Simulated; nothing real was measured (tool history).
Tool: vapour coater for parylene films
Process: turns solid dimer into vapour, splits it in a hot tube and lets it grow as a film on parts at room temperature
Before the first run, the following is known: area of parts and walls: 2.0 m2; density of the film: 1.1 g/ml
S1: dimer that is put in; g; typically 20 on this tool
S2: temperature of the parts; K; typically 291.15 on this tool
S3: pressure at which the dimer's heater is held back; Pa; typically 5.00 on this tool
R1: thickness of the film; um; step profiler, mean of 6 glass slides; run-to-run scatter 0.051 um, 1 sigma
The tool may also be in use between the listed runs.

run 1 hour=0.0 | S1=20 S2=291.15 S3=5.00 | R1=5.82
run 2 hour=10.6 | S1=20 S2=291.15 S3=5.00 | R1=5.86
run 3 hour=19.0 | S1=20 S2=299.15 S3=5.00 | R1=4.54
run 4 hour=33.3 | S1=20 S2=299.15 S3=5.00 | R1=4.47
run 5 hour=42.5 | S1=20 S2=291.15 S3=5.00 | R1=5.86
run 6 hour=57.9 | S1=20 S2=291.15 S3=5.00 | R1=5.82
run 7 hour=65.7 | S1=20 S2=291.15 S3=5.00 | R1=5.82
run 8 hour=77.2 | S1=20 S2=291.15 S3=5.00 | R1=5.82
run 9 hour=86.8 | S1=20 S2=291.15 S3=5.00 | R1=5.89
run 10 hour=98.3 | S1=20 S2=291.15 S3=5.00 | R1=5.92
run 11 hour=110.5 | S1=20 S2=291.15 S3=5.00 | R1=5.76
run 12 hour=125.6 | S1=20 S2=291.15 S3=5.00 | R1=5.83

The next listed run, before its measurement:
run 13 hour=135.4 | S1=17 S2=296.15 S3=4.97 | R1=?

R1: 4.18 um
The same run, on a tool lacking any hidden state, would have yielded R1 4.19 um.
